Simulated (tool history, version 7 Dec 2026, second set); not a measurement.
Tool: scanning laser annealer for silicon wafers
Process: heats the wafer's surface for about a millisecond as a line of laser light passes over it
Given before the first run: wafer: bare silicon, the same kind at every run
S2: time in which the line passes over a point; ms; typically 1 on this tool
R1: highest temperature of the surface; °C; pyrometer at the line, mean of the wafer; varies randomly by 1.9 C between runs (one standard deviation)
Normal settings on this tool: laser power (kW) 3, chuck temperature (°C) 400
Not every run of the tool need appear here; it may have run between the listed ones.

{"run": 1, "hour": 0.0, "laser power (kW)": 3, "S2": 1, "chuck temperature (°C)": 400, "R1": 1155}
{"run": 2, "hour": 29.5, "laser power (kW)": 3, "S2": 1, "chuck temperature (°C)": 400, "R1": 1155}
{"run": 3, "hour": 60.0, "laser power (kW)": 3, "S2": 1, "chuck temperature (°C)": 400, "R1": 1148}
{"hour": 77.3, "done": "window over the wafer cleaned"}
{"run": 4, "hour": 84.1, "laser power (kW)": 3, "S2": 1, "chuck temperature (°C)": 400, "R1": 1180}
{"run": 5, "hour": 119.8, "laser power (kW)": 3, "S2": 1, "chuck temperature (°C)": 400, "R1": 1179}
{"run": 6, "hour": 136.3, "laser power (kW)": 3, "S2": 1, "chuck temperature (°C)": 400, "R1": 1175}
{"run": 7, "hour": 160.8, "laser power (kW)": 3, "S2": 1, "chuck temperature (°C)": 400, "R1": 1174}
{"run": 8, "hour": 180.6, "laser power (kW)": 3, "S2": 1, "chuck temperature (°C)": 400, "R1": 1174}
{"run": 9, "hour": 204.4, "laser power (kW)": 3, "S2": 1, "chuck temperature (°C)": 400, "R1": 1173}
{"run": 10, "hour": 228.6, "laser power (kW)": 3, "S2": 1, "chuck temperature (°C)": 400, "R1": 1171}
{"run": 11, "hour": 256.9, "laser power (kW)": 3, "S2": 1, "chuck temperature (°C)": 400, "R1": 1170}
{"run": 12, "hour": 273.2, "laser power (kW)": 3, "S2": 1, "chuck temperature (°C)": 400, "R1": 1170}
{"run": 13, "hour": 306.0, "laser power (kW)": 3, "S2": 1, "chuck temperature (°C)": 400, "R1": 1165}
{"run": 14, "hour": 326.8, "laser power (kW)": 3, "S2": 1, "chuck temperature (°C)": 400, "R1": 1163}
{"run": 15, "hour": 354.8, "laser power (kW)": 2.666, "S2": 1, "chuck temperature (°C)": 400, "R1": 1060}
{"hour": 371.0, "done": "optics aligned, line set to its width"}
{"run": 16, "hour": 383.7, "laser power (kW)": 2.666, "S2": 1, "chuck temperature (°C)": 400, "R1": 1077}
{"run": 17, "hour": 411.2, "laser power (kW)": 2.666, "S2": 0.94, "chuck temperature (°C)": 434, "R1": 1089}
{"run": 18, "hour": 433.0, "laser power (kW)": 2.62, "S2": 1, "chuck temperature (°C)": 373, "R1": 1033}
{"run": 19, "hour": 450.0, "laser power (kW)": 2.62, "S2": 1, "chuck temperature (°C)": 373, "R1": 1033}
{"run": 20, "hour": 483.5, "laser power (kW)": 3.235, "S2": 1.08, "chuck temperature (°C)": 373, "R1": 1247}
{"run": 21, "hour": 504.2, "laser power (kW)": 3.235, "S2": 1.08, "chuck temperature (°C)": 373, "R1": 1245}
{"run": 22, "hour": 518.5, "laser power (kW)": 3.06, "S2": 1.09, "chuck temperature (°C)": 395, "R1": 1215}
{"run": 23, "hour": 539.6, "laser power (kW)": 3.132, "S2": 0.88, "chuck temperature (°C)": 380, "R1": 1138}
{"run": 24, "hour": 564.2, "laser power (kW)": 3.032, "S2": 0.88, "chuck temperature (°C)": 431, "R1": 1158}
{"run": 25, "hour": 599.7, "laser power (kW)": 3.008, "S2": 1.03, "chuck temperature (°C)": 399, "R1": 1173}
{"run": 26, "hour": 623.0, "laser power (kW)": 3, "S2": 0.94, "chuck temperature (°C)": 400, "R1": 1139}
{"run": 27, "hour": 641.2, "laser power (kW)": 3, "S2": 0.74, "chuck temperature (°C)": 430, "R1": 1086}
{"hour": 674.5, "done": "window over the wafer cleaned"}
{"run": 28, "hour": 677.5, "laser power (kW)": 3, "S2": 1.2, "chuck temperature (°C)": 400, "R1": 1264}
{"run": 29, "hour": 694.8, "laser power (kW)": 2.885, "S2": 1.2, "chuck temperature (°C)": 408, "R1": 1232}
{"run": 30, "hour": 728.2, "laser power (kW)": 2.885, "S2": 1.2, "chuck temperature (°C)": 408, "R1": 1229}
{"run": 31, "hour": 759.4, "laser power (kW)": 2.885, "S2": 1.2, "chuck temperature (°C)": 408, "R1": 1225}

Each row is a separate what-if for the run after 31, all from the same tool condition, not one after another. Results?
{"run": "A", "hour": 789.2, "laser power (kW)": 3.252, "S2": 1.04, "chuck temperature (°C)": 368, "R1": "?"}
{"run": "B", "hour": 789.2, "laser power (kW)": 3, "S2": 1, "chuck temperature (°C)": 403, "R1": "?"}
{"run": "C", "hour": 789.2, "laser power (kW)": 3, "S2": 1.12, "chuck temperature (°C)": 431, "R1": "?"}
{"run": "D", "hour": 789.2, "laser power (kW)": 3.158, "S2": 1, "chuck temperature (°C)": 393, "R1": "?"}
{"run": "E", "hour": 789.2, "laser power (kW)": 2.885, "S2": 0.74, "chuck temperature (°C)": 408, "R1": "?"}

run=A R1=1249
run=B R1=1186
run=C R1=1260
run=D R1=1228
run=E R1=1053
With the hidden condition removed and each run's random variation left untouched, the same runs would have given:
run=A R1=1265
run=B R1=1201
run=C R1=1275
run=D R1=1244
run=E R1=1065

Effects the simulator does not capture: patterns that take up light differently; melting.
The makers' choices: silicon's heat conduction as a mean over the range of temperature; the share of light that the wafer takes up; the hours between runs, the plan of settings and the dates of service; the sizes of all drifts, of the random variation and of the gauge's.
